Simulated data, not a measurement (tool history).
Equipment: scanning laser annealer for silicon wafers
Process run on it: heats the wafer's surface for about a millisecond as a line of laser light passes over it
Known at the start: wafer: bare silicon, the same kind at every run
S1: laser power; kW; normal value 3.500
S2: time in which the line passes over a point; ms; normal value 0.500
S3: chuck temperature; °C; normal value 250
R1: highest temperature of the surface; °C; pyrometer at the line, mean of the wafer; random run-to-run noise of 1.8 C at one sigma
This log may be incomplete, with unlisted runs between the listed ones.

run 1 hour=0.0 | S1=3.500 S2=0.500 S3=250 | R1=948
run 2 hour=47.6 | S1=3.500 S2=0.500 S3=250 | R1=945
run 3 hour=94.3 | S1=3.500 S2=0.500 S3=250 | R1=947
run 4 hour=127.3 | S1=3.500 S2=0.500 S3=250 | R1=946
run 5 hour=165.3 | S1=3.500 S2=0.500 S3=250 | R1=944
run 6 hour=194.0 | S1=3.500 S2=0.500 S3=250 | R1=945
run 7 hour=258.2 | S1=3.609 S2=0.500 S3=250 | R1=966
-- hour=297.7 window over the wafer cleaned
run 8 hour=309.2 | S1=3.500 S2=0.500 S3=250 | R1=957
run 9 hour=345.4 | S1=3.500 S2=0.500 S3=250 | R1=955
run 10 hour=409.6 | S1=3.500 S2=0.500 S3=250 | R1=954
run 11 hour=447.1 | S1=3.361 S2=0.500 S3=250 | R1=923
run 12 hour=475.5 | S1=3.361 S2=0.500 S3=250 | R1=928
run 13 hour=514.2 | S1=3.361 S2=0.500 S3=250 | R1=925
run 14 hour=553.1 | S1=3.361 S2=0.500 S3=250 | R1=927
run 15 hour=602.1 | S1=3.500 S2=0.500 S3=250 | R1=951
run 16 hour=645.3 | S1=3.500 S2=0.500 S3=250 | R1=952
-- hour=654.7 optics aligned, line set to its width
run 17 hour=682.4 | S1=3.500 S2=0.500 S3=250 | R1=948
run 18 hour=740.0 | S1=3.500 S2=0.500 S3=250 | R1=946
run 19 hour=802.6 | S1=3.500 S2=0.500 S3=250 | R1=945
run 20 hour=853.2 | S1=3.500 S2=0.500 S3=250 | R1=944
-- hour=895.3 optics aligned, line set to its width, once more
run 21 hour=915.5 | S1=3.500 S2=0.500 S3=250 | R1=957
run 22 hour=954.9 | S1=3.322 S2=0.510 S3=279 | R1=959
run 23 hour=992.1 | S1=3.707 S2=0.546 S3=279 | R1=1057
run 24 hour=1030.6 | S1=3.707 S2=0.546 S3=279 | R1=1058
run 25 hour=1063.3 | S1=3.461 S2=0.364 S3=253 | R1=860
run 26 hour=1116.8 | S1=3.082 S2=0.544 S3=226 | R1=870
run 27 hour=1144.1 | S1=3.500 S2=0.481 S3=239 | R1=935
run 28 hour=1204.8 | S1=3.465 S2=0.444 S3=265 | R1=929
run 29 hour=1239.4 | S1=3.755 S2=0.589 S3=265 | R1=1077
run 30 hour=1286.5 | S1=3.659 S2=0.614 S3=288 | R1=1090
run 31 hour=1325.6 | S1=3.660 S2=0.565 S3=227 | R1=1002
run 32 hour=1368.6 | S1=2.996 S2=0.463 S3=216 | R1=797
run 33 hour=1406.4 | S1=3.770 S2=0.396 S3=290 | R1=968

What will run 34 give?
run 34 hour=1445.1 | S1=3.770 S2=0.396 S3=290 | R1=?

Logged for run 34: R1 971 °C.
On a tool with no hidden condition, and with the same random variation, this run would have come out at R1 983 °C.

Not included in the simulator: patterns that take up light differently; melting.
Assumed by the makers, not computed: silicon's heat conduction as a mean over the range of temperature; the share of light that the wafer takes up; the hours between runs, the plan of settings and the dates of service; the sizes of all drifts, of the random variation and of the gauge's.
